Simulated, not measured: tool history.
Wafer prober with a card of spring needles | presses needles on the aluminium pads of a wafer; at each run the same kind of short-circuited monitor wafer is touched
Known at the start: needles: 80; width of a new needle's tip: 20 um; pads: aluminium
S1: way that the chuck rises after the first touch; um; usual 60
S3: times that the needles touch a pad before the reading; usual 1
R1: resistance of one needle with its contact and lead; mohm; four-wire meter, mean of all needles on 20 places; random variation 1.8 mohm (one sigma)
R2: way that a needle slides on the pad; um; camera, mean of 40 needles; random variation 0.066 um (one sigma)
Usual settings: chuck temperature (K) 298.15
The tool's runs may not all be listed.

run 1 hour=0 | S1=60 chuck_temperature_(K)=298.15 S3=1 | R1=191 R2=15.39
-- hour=6.4 tips cleaned on abrasive film
run 2 hour=6.9 | S1=60 chuck_temperature_(K)=298.15 S3=1 | R1=192 R2=15.57
-- hour=15.1 tips cleaned on abrasive film
run 3 hour=18.2 | S1=60 chuck_temperature_(K)=298.15 S3=1 | R1=190 R2=15.32
-- hour=23.9 tips cleaned on abrasive film
run 4 hour=26.7 | S1=60 chuck_temperature_(K)=298.15 S3=1 | R1=191 R2=15.41
-- hour=31.9 tips cleaned on abrasive film
run 5 hour=35.4 | S1=60 chuck_temperature_(K)=298.15 S3=1 | R1=194 R2=15.31
-- hour=41 tips cleaned on abrasive film
run 6 hour=42.5 | S1=60 chuck_temperature_(K)=298.15 S3=1 | R1=195 R2=15.34
-- hour=49.1 tips cleaned on abrasive film
run 7 hour=50.4 | S1=60 chuck_temperature_(K)=298.15 S3=1 | R1=193 R2=15.2
-- hour=57.2 tips cleaned on abrasive film
run 8 hour=61.6 | S1=45 chuck_temperature_(K)=298.15 S3=1 | R1=197 R2=11.59
-- hour=65.4 tips cleaned on abrasive film
-- hour=73.7 tips cleaned on abrasive film
run 9 hour=73.7 | S1=45 chuck_temperature_(K)=298.15 S3=1 | R1=199 R2=11.37
-- hour=82.1 tips cleaned on abrasive film
run 10 hour=86.6 | S1=45 chuck_temperature_(K)=298.15 S3=1 | R1=200 R2=11.45
-- hour=90.4 tips cleaned on abrasive film
run 11 hour=93.9 | S1=61 chuck_temperature_(K)=298.15 S3=1 | R1=189 R2=15.44
-- hour=99.4 tips cleaned on abrasive film
-- hour=107.7 tips cleaned on abrasive film
run 12 hour=108.1 | S1=61 chuck_temperature_(K)=298.15 S3=1 | R1=189 R2=15.45
-- hour=116.7 tips cleaned on abrasive film
run 13 hour=118.4 | S1=60 chuck_temperature_(K)=298.15 S3=3 | R1=193 R2=15.15
-- hour=124.8 tips cleaned on abrasive film
run 14 hour=124.8 | S1=60 chuck_temperature_(K)=298.15 S3=3 | R1=192 R2=15.06
run 15 hour=131.5 | S1=60 chuck_temperature_(K)=298.15 S3=1 | R1=195 R2=15.14
-- hour=133.6 tips cleaned on abrasive film
-- hour=142.8 tips cleaned on abrasive film
run 16 hour=145.7 | S1=42 chuck_temperature_(K)=306.15 S3=1 | R1=201 R2=10.53
-- hour=151.3 tips cleaned on abrasive film
-- hour=151.8 gauge calibrated
run 17 hour=151.8 | S1=42 chuck_temperature_(K)=338.15 S3=3 | R1=210 R2=10.82
-- hour=159.3 tips cleaned on abrasive film
run 18 hour=159.3 | S1=42 chuck_temperature_(K)=338.15 S3=3 | R1=210 R2=10.71
-- hour=167.8 tips cleaned on abrasive film
run 19 hour=167.8 | S1=57 chuck_temperature_(K)=311.15 S3=2 | R1=194 R2=14.47
-- hour=175.9 tips cleaned on abrasive film
run 20 hour=178.9 | S1=64 chuck_temperature_(K)=307.15 S3=1 | R1=193 R2=16.41

The next listed run, before its measurement:
-- hour=184.3 tips cleaned on abrasive film
-- hour=192.5 tips cleaned on abrasive film
run 21 hour=192.6 | S1=64 chuck_temperature_(K)=307.15 S3=1 | R1=? R2=?

{"run 21": {"R1": 195, "R2": 16.31}}
Without the tool's hidden state the same run would have given R1 194 mohm, R2 16.42 um.

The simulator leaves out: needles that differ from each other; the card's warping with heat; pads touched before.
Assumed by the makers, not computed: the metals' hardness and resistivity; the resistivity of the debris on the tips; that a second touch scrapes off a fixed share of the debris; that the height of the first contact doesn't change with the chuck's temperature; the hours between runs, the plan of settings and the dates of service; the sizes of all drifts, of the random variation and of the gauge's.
